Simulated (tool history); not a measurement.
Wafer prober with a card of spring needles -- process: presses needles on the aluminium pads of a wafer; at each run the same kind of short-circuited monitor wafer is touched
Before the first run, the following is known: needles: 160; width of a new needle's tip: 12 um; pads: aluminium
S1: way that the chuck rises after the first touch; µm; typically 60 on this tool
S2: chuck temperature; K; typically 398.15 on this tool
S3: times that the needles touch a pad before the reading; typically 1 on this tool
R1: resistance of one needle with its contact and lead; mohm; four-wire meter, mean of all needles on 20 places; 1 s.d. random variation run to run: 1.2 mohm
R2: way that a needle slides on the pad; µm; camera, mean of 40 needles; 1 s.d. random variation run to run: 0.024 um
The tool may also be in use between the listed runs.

run   hour  S1      S2  S3   R1     R2
  1    0.0  60  398.15   1  160  13.91
       2.4  -- tips cleaned on abrasive film
      14.2  -- tips cleaned on abrasive film
      26.0  -- tips cleaned on abrasive film
      35.4  -- tips cleaned on abrasive film
  2   40.4  64  398.15   1  158  14.83
      45.1  -- tips cleaned on abrasive film
      56.9  -- tips cleaned on abrasive film
      68.7  -- tips cleaned on abrasive film
      78.1  -- tips cleaned on abrasive film
      89.9  -- tips cleaned on abrasive film
     101.7  -- tips cleaned on abrasive film
     111.1  -- tips cleaned on abrasive film
  3  118.7  64  398.15   1  161  14.83
     121.2  -- tips cleaned on abrasive film
     132.9  -- tips cleaned on abrasive film
     144.7  -- tips cleaned on abrasive film
     156.5  -- tips cleaned on abrasive film
     168.3  -- tips cleaned on abrasive film
     180.0  -- tips cleaned on abrasive film
     191.8  -- tips cleaned on abrasive film
  4  196.6  56  398.15   1  161  12.89
     201.4  -- tips cleaned on abrasive film
     210.9  -- tips cleaned on abrasive film
     220.5  -- height of the first contact set anew
     222.9  -- tips cleaned on abrasive film
     234.7  -- tips cleaned on abrasive film
     246.5  -- tips cleaned on abrasive film
  5  251.5  60  398.15   1  163  13.83
     256.3  -- tips cleaned on abrasive film
     268.1  -- tips cleaned on abrasive film
     279.9  -- tips cleaned on abrasive film
     291.6  -- tips cleaned on abrasive film
     303.4  -- tips cleaned on abrasive film
     315.2  -- tips cleaned on abrasive film
  6  318.2  60  312.15   1  145  13.81
     325.3  -- tips cleaned on abrasive film
     337.1  -- tips cleaned on abrasive film
     348.9  -- tips cleaned on abrasive film
     360.6  -- tips cleaned on abrasive film
     372.4  -- tips cleaned on abrasive film
     384.2  -- tips cleaned on abrasive film
     396.0  -- tips cleaned on abrasive film
  7  398.5  55  398.15   1  160  12.64
     405.6  -- tips cleaned on abrasive film
     417.4  -- tips cleaned on abrasive film
     429.1  -- tips cleaned on abrasive film
     440.9  -- tips cleaned on abrasive film
     450.4  -- tips cleaned on abrasive film
     462.1  -- tips cleaned on abrasive film
     473.9  -- tips cleaned on abrasive film
     485.7  -- tips cleaned on abrasive film
  8  486.6  67  398.15   1  158  15.42
     496.0  -- tips cleaned on abrasive film
     507.8  -- tips cleaned on abrasive film
     519.6  -- tips cleaned on abrasive film
     531.4  -- tips cleaned on abrasive film
     540.8  -- tips cleaned on abrasive film
     552.6  -- tips cleaned on abrasive film
     563.8  -- tips cleaned on abrasive film
  9  563.8  60  360.15   2  152  13.77
     573.3  -- tips cleaned on abrasive film
     585.1  -- tips cleaned on abrasive film
     596.8  -- tips cleaned on abrasive film
     606.3  -- tips cleaned on abrasive film
     618.1  -- tips cleaned on abrasive film
     623.0  -- height of the first contact set anew
 10  627.1  44  360.15   2  156  10.05
     629.6  -- tips cleaned on abrasive film
     641.3  -- tips cleaned on abrasive film
     653.1  -- tips cleaned on abrasive film
     664.9  -- tips cleaned on abrasive film
     676.7  -- tips cleaned on abrasive film
     688.5  -- tips cleaned on abrasive film
     700.2  -- tips cleaned on abrasive film
 11  701.7  41  360.15   2  155   9.38
     711.1  -- tips cleaned on abrasive film
     722.9  -- tips cleaned on abrasive film
     734.7  -- tips cleaned on abrasive film
     746.4  -- tips cleaned on abrasive film
     755.9  -- tips cleaned on abrasive film
     767.7  -- tips cleaned on abrasive film
     779.4  -- tips cleaned on abrasive film
 12  788.3  76  398.15   1  157  17.35
     790.7  -- tips cleaned on abrasive film
     802.5  -- tips cleaned on abrasive film
     814.3  -- tips cleaned on abrasive film
     826.1  -- tips cleaned on abrasive film
     837.8  -- tips cleaned on abrasive film
     849.6  -- tips cleaned on abrasive film
 13  858.4  51  321.15   2  148  11.63
     860.8  -- tips cleaned on abrasive film
     872.6  -- tips cleaned on abrasive film
     882.1  -- tips cleaned on abrasive film
     893.8  -- tips cleaned on abrasive film
     905.6  -- tips cleaned on abrasive film
     916.5  -- tips cleaned on abrasive film
 14  916.5  40  365.15   2  156   9.14
     928.3  -- tips cleaned on abrasive film
     940.1  -- tips cleaned on abrasive film
     951.9  -- tips cleaned on abrasive film
     963.6  -- tips cleaned on abrasive film
     975.4  -- tips cleaned on abrasive film
 15  976.8  65  348.15   2  153  14.79

Hidden state or all else? Some run-to-run changes of R2, split into what the settings, what came in and random variation would give without the hidden state, and what is left for the hidden state (with any gauge scatter that isn't in both results):
The hidden state here: debris on the tips, nm; way that the needles fall short of the set height, um; tips' diameter, um; drift of the gauge itself on contact_mohm, %; drift of the gauge itself on scrub_um, %.
Run 11 -> 12: S1 41 -> 76, S2 360.15 -> 398.15, S3 2 -> 1, tips cleaned on abrasive film, tips cleaned on abrasive film, tips cleaned on abrasive film, tips cleaned on abrasive film, tips cleaned on abrasive film, tips cleaned on abrasive film, tips cleaned on abrasive film. R2 +7.97 µm: hidden state -0.13, all else +8.10.
